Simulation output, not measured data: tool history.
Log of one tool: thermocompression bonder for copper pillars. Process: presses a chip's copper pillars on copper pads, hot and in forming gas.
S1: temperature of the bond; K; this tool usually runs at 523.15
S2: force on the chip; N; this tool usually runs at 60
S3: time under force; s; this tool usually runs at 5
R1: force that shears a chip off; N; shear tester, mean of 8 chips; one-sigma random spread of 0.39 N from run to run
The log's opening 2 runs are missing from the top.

run,hour,S1,S2,S3,R1
3,40.8,523.15,60,5,56.2
4,59.7,523.15,60,5,55.8
5,79.3,523.15,60,5,54.5
# hour 82.5: forming gas filter changed
6,100.0,536.15,60,5,67.8
7,112.7,523.15,60,5,59.4
8,140.5,523.15,60,5,58.0
9,159.1,523.15,78,5,69.8
10,180.4,523.15,60,5,57.8
11,199.0,536.15,60,5,66.1
12,224.9,536.15,60,5,64.8
# hour 248.7: forming gas filter changed
13,253.6,536.15,60,5,69.1
14,280.7,499.15,60,5,45.1
15,296.7,499.15,60,5,44.4
16,310.7,499.15,60,5,44.7
17,332.6,523.15,60,3,48.6
18,349.0,523.15,60,3,48.4
19,366.1,523.15,60,5,59.2
20,392.0,523.15,60,7,65.6
# hour 415.0: forming gas filter changed
21,418.8,523.15,60,7,69.5

What will run 22 give?
22,445.1,523.15,60,7,?

{"run 22": {"R1": 68.5}}
If the tool had no hidden condition, the same run with the same run-to-run variation would have returned R1 62.6 N.

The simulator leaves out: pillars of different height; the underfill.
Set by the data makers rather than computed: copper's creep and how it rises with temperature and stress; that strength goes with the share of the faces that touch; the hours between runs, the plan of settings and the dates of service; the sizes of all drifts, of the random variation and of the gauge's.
